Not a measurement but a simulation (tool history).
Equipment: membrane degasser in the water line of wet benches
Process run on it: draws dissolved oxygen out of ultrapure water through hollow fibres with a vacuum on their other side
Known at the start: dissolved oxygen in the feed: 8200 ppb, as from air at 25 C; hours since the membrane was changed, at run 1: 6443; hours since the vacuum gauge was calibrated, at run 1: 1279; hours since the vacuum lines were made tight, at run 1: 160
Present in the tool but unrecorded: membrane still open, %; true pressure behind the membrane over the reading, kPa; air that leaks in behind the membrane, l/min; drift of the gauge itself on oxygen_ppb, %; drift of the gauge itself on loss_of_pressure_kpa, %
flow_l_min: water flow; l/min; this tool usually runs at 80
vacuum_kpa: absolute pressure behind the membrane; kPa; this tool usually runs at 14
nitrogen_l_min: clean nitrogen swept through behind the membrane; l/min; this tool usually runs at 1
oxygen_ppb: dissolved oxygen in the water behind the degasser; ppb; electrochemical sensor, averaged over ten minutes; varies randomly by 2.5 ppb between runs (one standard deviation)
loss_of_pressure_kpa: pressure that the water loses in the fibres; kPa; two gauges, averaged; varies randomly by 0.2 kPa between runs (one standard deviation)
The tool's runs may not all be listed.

| run | hour | flow_l_min | vacuum_kpa | nitrogen_l_min | hours since the membrane was changed | hours since the vacuum gauge was calibrated | hours since the vacuum lines were made tight | oxygen_ppb | loss_of_pressure_kpa |
|---|---|---|---|---|---|---|---|---|---|
| 1 | 0 | 80 | 14 | 1 | 6443 | 1279 | 160 | 1309.2 | 43.84 |
| 2 | 127.2 | 80 | 14 | 1 | 6570 | 1406 | 287 | 1310.1 | 43.95 |
| 3 | 326.9 | 80 | 14 | 1 | 6770 | 1606 | 487 | 1314.9 | 43.83 |
| 4 | 443.3 | 80 | 14 | 1 | 6886 | 1722 | 603 | 1310.5 | 44.19 |
| 5 | 702.2 | 51 | 14 | 1 | 7145 | 1981 | 862 | 958.1 | 28.35 |
| 6 | 885.4 | 51 | 14 | 1 | 7328 | 2164 | 1045 | 959.9 | 28.29 |
| 7 | 1000.1 | 51 | 14 | 1 | 7443 | 2279 | 1160 | 958.3 | 28.04 |
| 8 | 1221.4 | 80 | 14 | 1 | 7664 | 2500 | 1381 | 1318 | 43.95 |
| 9 | 1447.4 | 80 | 14 | 1 | 7890 | 2726 | 1608 | 1316.6 | 44.37 |
| 10 | 1592 | 80 | 14 | 1 | 8035 | 2871 | 1752 | 1314.1 | 43.81 |
| 11 | 1750.1 | 80 | 9.3 | 1 | 8193 | 3029 | 1910 | 794.3 | 43.94 |
| 12 | 1871.2 | 80 | 9.3 | 1 | 8314 | 3150 | 2031 | 795.1 | 44.45 |
|  | 2003.3 | vacuum gauge calibrated |
| 13 | 2068.1 | 80 | 14 | 1 | 8510 | 65 | 2228 | 1313.8 | 43.89 |
| 14 | 2305.1 | 80 | 12.5 | 0.46 | 8747 | 302 | 2465 | 1746.6 | 44.35 |
| 15 | 2539.7 | 106 | 14.9 | 0.46 | 8982 | 536 | 2699 | 2416.6 | 58.74 |

The next listed run, before its measurement:
| 16 | 2730.2 | 95 | 22.8 | 1 | 9172 | 727 | 2890 | ? | ? |

{"run 16": {"oxygen_ppb": 2377.4, "loss_of_pressure_kpa": 52.18}}
Had the tool carried no hidden state, the very same run would have given oxygen_ppb 2370.3 ppb, loss_of_pressure_kpa 50.87 kPa.
